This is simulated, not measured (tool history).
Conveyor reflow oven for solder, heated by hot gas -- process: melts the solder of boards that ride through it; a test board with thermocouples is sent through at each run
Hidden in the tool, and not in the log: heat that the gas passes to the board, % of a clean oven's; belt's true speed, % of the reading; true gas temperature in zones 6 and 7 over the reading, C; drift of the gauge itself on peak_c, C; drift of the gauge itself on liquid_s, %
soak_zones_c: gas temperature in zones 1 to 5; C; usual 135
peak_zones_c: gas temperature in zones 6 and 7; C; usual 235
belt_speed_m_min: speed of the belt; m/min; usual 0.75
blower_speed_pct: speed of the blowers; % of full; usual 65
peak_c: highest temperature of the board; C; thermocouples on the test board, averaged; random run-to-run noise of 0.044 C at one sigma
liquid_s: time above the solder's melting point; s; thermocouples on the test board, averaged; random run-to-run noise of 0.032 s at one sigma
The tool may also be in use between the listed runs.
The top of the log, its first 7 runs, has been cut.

| run | day | soak_zones_c | peak_zones_c | belt_speed_m_min | blower_speed_pct | hours of work since the flux was cleaned out | hours of work since the belt drive was overhauled | hours of work since the thermocouples were changed | peak_c | liquid_s |
|---|---|---|---|---|---|---|---|---|---|---|
| 8 | 5.6 | 135 | 235 | 0.75 | 65 | 45 | 108 | 13 | 212.17 | 42.54 |
| 9 | 6.308 | 135 | 235 | 0.75 | 65 | 56 | 120 | 24 | 212.18 | 42.51 |
| 10 | 7.05 | 140 | 235 | 0.75 | 65 | 68 | 131 | 36 | 213.31 | 44.94 |
| 11 | 8.021 | 140 | 235 | 0.75 | 65 | 83 | 146 | 51 | 213.32 | 44.84 |
| 12 | 8.804 | 140 | 235 | 0.75 | 65 | 96 | 159 | 63 | 213.17 | 44.85 |
| 13 | 9.871 | 140 | 235 | 0.75 | 65 | 112 | 175 | 80 | 213.29 | 44.83 |
| 14 | 10.367 | 135 | 235 | 0.75 | 65 | 120 | 183 | 88 | 212.06 | 42.36 |
| 15 | 11.388 | 135 | 235 | 0.75 | 65 | 136 | 199 | 104 | 212.03 | 42.41 |
| 16 | 12.446 | 135 | 235 | 0.75 | 65 | 153 | 216 | 121 | 211.97 | 42.25 |
| 17 | 13.096 | 137 | 235 | 0.75 | 65 | 163 | 226 | 131 | 212.48 | 43.22 |
| 18 | 14.067 | 137 | 235 | 0.75 | 65 | 178 | 241 | 146 | 212.44 | 43.21 |
| 19 | 15.229 | 137 | 235 | 0.75 | 65 | 196 | 259 | 164 | 212.39 | 43.2 |
|  | 16.2 | flux residue cleaned out of gas plates and filters |
| 20 | 16.517 | 137 | 235 | 0.75 | 65 | 5 | 276 | 181 | 213.23 | 44 |
| 21 | 17.475 | 142 | 239 | 0.643 | 72 | 20 | 291 | 196 | 225.13 | 63.03 |
| 22 | 18.121 | 129 | 226 | 0.899 | 64 | 30 | 302 | 206 | 196.1 | 19.14 |
| 23 | 19.088 | 129 | 226 | 0.846 | 51 | 45 | 317 | 221 | 191.92 | 14.38 |
| 24 | 20.025 | 120 | 225 | 0.75 | 80 | 60 | 331 | 236 | 206.56 | 34.99 |
| 25 | 21.096 | 120 | 225 | 0.75 | 80 | 77 | 348 | 253 | 206.38 | 34.93 |
| 26 | 22.058 | 120 | 246 | 0.74 | 80 | 92 | 363 | 268 | 225.04 | 48.6 |
| 27 | 23.171 | 120 | 246 | 0.74 | 80 | 109 | 381 | 286 | 224.88 | 48.49 |
| 28 | 24.133 | 135 | 235 | 0.623 | 88 | 124 | 396 | 301 | 225.13 | 63.45 |
| 29 | 24.771 | 135 | 235 | 0.623 | 88 | 134 | 406 | 311 | 225.06 | 63.44 |
| 30 | 25.333 | 122 | 235 | 0.673 | 79 | 143 | 415 | 319 | 218.8 | 50.39 |
| 31 | 26.471 | 130 | 235 | 0.673 | 77 | 161 | 433 | 337 | 219.47 | 52.98 |

4 options for the next run, each taken on its own from the tool as it stands now. Forecast them:
| A | 27.612 | 130 | 235 | 0.749 | 77 | 179 | 450 | 355 | ? | ? |
| B | 27.612 | 142 | 236 | 0.686 | 77 | 179 | 450 | 355 | ? | ? |
| C | 27.612 | 141 | 247 | 0.699 | 65 | 179 | 450 | 355 | ? | ? |
| D | 27.612 | 135 | 240 | 0.673 | 77 | 179 | 450 | 355 | ? | ? |

| run | peak_c | liquid_s |
|---|---|---|
| A | 215.69 | 44.53 |
| B | 221.74 | 56.96 |
| C | 226.56 | 57.99 |
| D | 224.53 | 57.66 |
With no hidden state in the tool, these same runs would have given:
| run | peak_c | liquid_s |
|---|---|---|
| A | 215.29 | 44.1 |
| B | 221.18 | 56.36 |
| C | 226.03 | 57.36 |
| D | 224 | 57.08 |

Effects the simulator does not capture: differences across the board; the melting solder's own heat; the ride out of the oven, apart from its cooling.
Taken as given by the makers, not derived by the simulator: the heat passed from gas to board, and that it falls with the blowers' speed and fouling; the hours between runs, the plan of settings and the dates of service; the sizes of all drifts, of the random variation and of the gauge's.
